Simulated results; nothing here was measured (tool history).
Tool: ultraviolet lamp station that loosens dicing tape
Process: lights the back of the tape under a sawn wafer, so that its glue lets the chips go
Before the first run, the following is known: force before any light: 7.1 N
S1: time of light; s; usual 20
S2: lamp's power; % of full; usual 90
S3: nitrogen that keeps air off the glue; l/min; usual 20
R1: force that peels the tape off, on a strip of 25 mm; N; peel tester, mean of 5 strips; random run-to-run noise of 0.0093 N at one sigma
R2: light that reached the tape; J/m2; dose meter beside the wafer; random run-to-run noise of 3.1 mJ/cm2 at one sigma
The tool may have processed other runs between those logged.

| run | hour | S1 | S2 | S3 | R1 | R2 |
|---|---|---|---|---|---|---|
| 1 | 0 | 20 | 90 | 20 | 0.586 | 3970 |
| 2 | 19.3 | 20 | 90 | 27 | 0.442 | 3960 |
| 3 | 37.4 | 20 | 90 | 10 | 1.014 | 3900 |
| 4 | 49.9 | 20 | 74 | 20 | 0.955 | 3240 |
| 5 | 64.9 | 20 | 63 | 20 | 1.254 | 2700 |
| 6 | 84.3 | 20 | 63 | 20 | 1.268 | 2660 |
| 7 | 104.8 | 20 | 64 | 20 | 1.193 | 2660 |
| 8 | 117.9 | 33 | 93 | 20 | 0.167 | 6450 |
| 9 | 138.8 | 12 | 76 | 30 | 1.703 | 1860 |
|  | 140.8 | window cleaned of glue's vapour |
| 10 | 153.8 | 12 | 76 | 30 | 1.77 | 1840 |
| 11 | 163.8 | 18 | 98 | 11 | 1.123 | 3600 |
|  | 173.1 | window cleaned of glue's vapour, once more |
| 12 | 173.1 | 24 | 86 | 10 | 0.836 | 4370 |

Pick out some run-to-run changes in R1. Of each, how much would a tool without hidden state show as well, from the settings, what came in and chance, and how much is left for the hidden state and any gauge scatter not in both results compared?
What the log doesn't record here: lamp's light, % of a new lamp's; light that the window lets through, % of a clean one's; drift of the gauge itself on peel_n, %; drift of the gauge itself on dose_mj_cm2, %.
Run 8 -> 9: S1 33 -> 12, S2 93 -> 76, S3 20 -> 30. R1 +1.536 N: hidden state +0.42, all else +1.116.
